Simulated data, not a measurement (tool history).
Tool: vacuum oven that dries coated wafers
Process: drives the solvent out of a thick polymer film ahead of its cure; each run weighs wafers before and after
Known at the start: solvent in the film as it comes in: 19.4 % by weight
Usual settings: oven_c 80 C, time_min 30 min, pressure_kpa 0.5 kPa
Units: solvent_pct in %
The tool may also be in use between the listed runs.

{"run": 1, "hour": 0.0, "oven_c": 80, "time_min": 30, "pressure_kpa": 0.5, "solvent_pct": 0.96}
{"run": 2, "hour": 25.4, "oven_c": 80, "time_min": 30, "pressure_kpa": 0.5, "solvent_pct": 1.01}
{"run": 3, "hour": 58.4, "oven_c": 80, "time_min": 30, "pressure_kpa": 0.5, "solvent_pct": 0.95}
{"run": 4, "hour": 75.7, "oven_c": 84, "time_min": 30, "pressure_kpa": 0.5, "solvent_pct": 0.64}
{"run": 5, "hour": 98.0, "oven_c": 80, "time_min": 30, "pressure_kpa": 0.5, "solvent_pct": 0.93}
{"run": 6, "hour": 121.2, "oven_c": 80, "time_min": 30, "pressure_kpa": 0.5, "solvent_pct": 0.97}
{"run": 7, "hour": 155.3, "oven_c": 80, "time_min": 30, "pressure_kpa": 0.5, "solvent_pct": 0.96}
{"run": 8, "hour": 179.1, "oven_c": 80, "time_min": 30, "pressure_kpa": 0.5, "solvent_pct": 0.95}
{"run": 9, "hour": 207.5, "oven_c": 80, "time_min": 49, "pressure_kpa": 0.5, "solvent_pct": 0.45}
{"run": 10, "hour": 241.1, "oven_c": 80, "time_min": 49, "pressure_kpa": 0.5, "solvent_pct": 0.47}
{"run": 11, "hour": 273.9, "oven_c": 80, "time_min": 49, "pressure_kpa": 0.707, "solvent_pct": 0.51}
{"run": 12, "hour": 292.9, "oven_c": 94, "time_min": 49, "pressure_kpa": 0.707, "solvent_pct": 0.25}
{"run": 13, "hour": 309.8, "oven_c": 94, "time_min": 49, "pressure_kpa": 0.707, "solvent_pct": 0.26}
{"run": 14, "hour": 329.2, "oven_c": 80, "time_min": 30, "pressure_kpa": 0.798, "solvent_pct": 1.06}
{"run": 15, "hour": 349.8, "oven_c": 80, "time_min": 30, "pressure_kpa": 0.798, "solvent_pct": 1.09}
{"run": 16, "hour": 386.3, "oven_c": 80, "time_min": 30, "pressure_kpa": 0.5, "solvent_pct": 0.93}
{"run": 17, "hour": 422.5, "oven_c": 80, "time_min": 30, "pressure_kpa": 0.5, "solvent_pct": 0.95}
{"run": 18, "hour": 459.1, "oven_c": 80, "time_min": 30, "pressure_kpa": 0.5, "solvent_pct": 0.96}
{"run": 19, "hour": 479.5, "oven_c": 80, "time_min": 30, "pressure_kpa": 0.934, "solvent_pct": 1.13}
{"run": 20, "hour": 518.5, "oven_c": 80, "time_min": 30, "pressure_kpa": 0.934, "solvent_pct": 1.11}
{"run": 21, "hour": 557.9, "oven_c": 80, "time_min": 30, "pressure_kpa": 0.5, "solvent_pct": 0.94}
{"run": 22, "hour": 576.9, "oven_c": 80, "time_min": 30, "pressure_kpa": 0.5, "solvent_pct": 0.95}
{"run": 23, "hour": 614.0, "oven_c": 80, "time_min": 30, "pressure_kpa": 0.5, "solvent_pct": 0.96}
{"run": 24, "hour": 635.8, "oven_c": 80, "time_min": 30, "pressure_kpa": 0.5, "solvent_pct": 0.94}
{"run": 25, "hour": 674.7, "oven_c": 80, "time_min": 30, "pressure_kpa": 0.5, "solvent_pct": 0.95}
{"run": 26, "hour": 697.8, "oven_c": 67, "time_min": 31, "pressure_kpa": 1.292, "solvent_pct": 3.47}
{"run": 27, "hour": 720.3, "oven_c": 75, "time_min": 31, "pressure_kpa": 1.292, "solvent_pct": 1.8}
{"run": 28, "hour": 759.3, "oven_c": 75, "time_min": 31, "pressure_kpa": 1.292, "solvent_pct": 1.84}
{"run": 29, "hour": 782.8, "oven_c": 78, "time_min": 23, "pressure_kpa": 1.918, "solvent_pct": 2.49}
{"run": 30, "hour": 811.7, "oven_c": 80, "time_min": 16, "pressure_kpa": 1.819, "solvent_pct": 3.46}
{"run": 31, "hour": 831.7, "oven_c": 80, "time_min": 36, "pressure_kpa": 0.5, "solvent_pct": 0.66}
{"run": 32, "hour": 865.5, "oven_c": 80, "time_min": 26, "pressure_kpa": 1.31, "solvent_pct": 1.55}
{"run": 33, "hour": 898.3, "oven_c": 84, "time_min": 22, "pressure_kpa": 0.5, "solvent_pct": 1.13}
{"run": 34, "hour": 927.6, "oven_c": 93, "time_min": 19, "pressure_kpa": 0.381, "solvent_pct": 0.55}
{"run": 35, "hour": 961.7, "oven_c": 80, "time_min": 30, "pressure_kpa": 1.918, "solvent_pct": 1.5}
{"run": 36, "hour": 1000.6, "oven_c": 79, "time_min": 26, "pressure_kpa": 1.918, "solvent_pct": 1.92}
{"run": 37, "hour": 1035.2, "oven_c": 77, "time_min": 16, "pressure_kpa": 1.407, "solvent_pct": 3.95}
{"run": 38, "hour": 1056.4, "oven_c": 77, "time_min": 16, "pressure_kpa": 1.407, "solvent_pct": 3.93}
{"run": 39, "hour": 1079.2, "oven_c": 66, "time_min": 17, "pressure_kpa": 1.544, "solvent_pct": 6.82}
{"run": 40, "hour": 1117.7, "oven_c": 78, "time_min": 18, "pressure_kpa": 0.377, "solvent_pct": 2.69}
{"run": 41, "hour": 1139.1, "oven_c": 66, "time_min": 30, "pressure_kpa": 0.673, "solvent_pct": 3.43}
{"run": 42, "hour": 1166.6, "oven_c": 88, "time_min": 30, "pressure_kpa": 0.563, "solvent_pct": 0.47}
{"run": 43, "hour": 1187.5, "oven_c": 68, "time_min": 30, "pressure_kpa": 1.001, "solvent_pct": 3.12}
{"run": 44, "hour": 1223.6, "oven_c": 80, "time_min": 49, "pressure_kpa": 1.094, "solvent_pct": 0.73}
{"run": 45, "hour": 1254.8, "oven_c": 80, "time_min": 49, "pressure_kpa": 1.094, "solvent_pct": 0.74}
{"run": 46, "hour": 1277.0, "oven_c": 80, "time_min": 49, "pressure_kpa": 1.094, "solvent_pct": 0.74}
{"hour": 1301.3, "done": "oven's thermocouples calibrated"}
{"run": 47, "hour": 1318.4, "oven_c": 80, "time_min": 49, "pressure_kpa": 1.094, "solvent_pct": 0.78}

Forecast each of these 4 alternatives for the next run:
{"run": "A", "hour": 1349.0, "oven_c": 80, "time_min": 49, "pressure_kpa": 0.427, "solvent_pct": "?"}
{"run": "B", "hour": 1349.0, "oven_c": 82, "time_min": 49, "pressure_kpa": 0.438, "solvent_pct": "?"}
{"run": "C", "hour": 1349.0, "oven_c": 80, "time_min": 19, "pressure_kpa": 1.163, "solvent_pct": "?"}
{"run": "D", "hour": 1349.0, "oven_c": 72, "time_min": 15, "pressure_kpa": 0.5, "solvent_pct": "?"}

run=A solvent_pct=0.5
run=B solvent_pct=0.44
run=C solvent_pct=2.73
run=D solvent_pct=5.67
Without the tool's hidden state the same runs would have given:
run=A solvent_pct=0.25
run=B solvent_pct=0.21
run=C solvent_pct=2.58
run=D solvent_pct=5.52
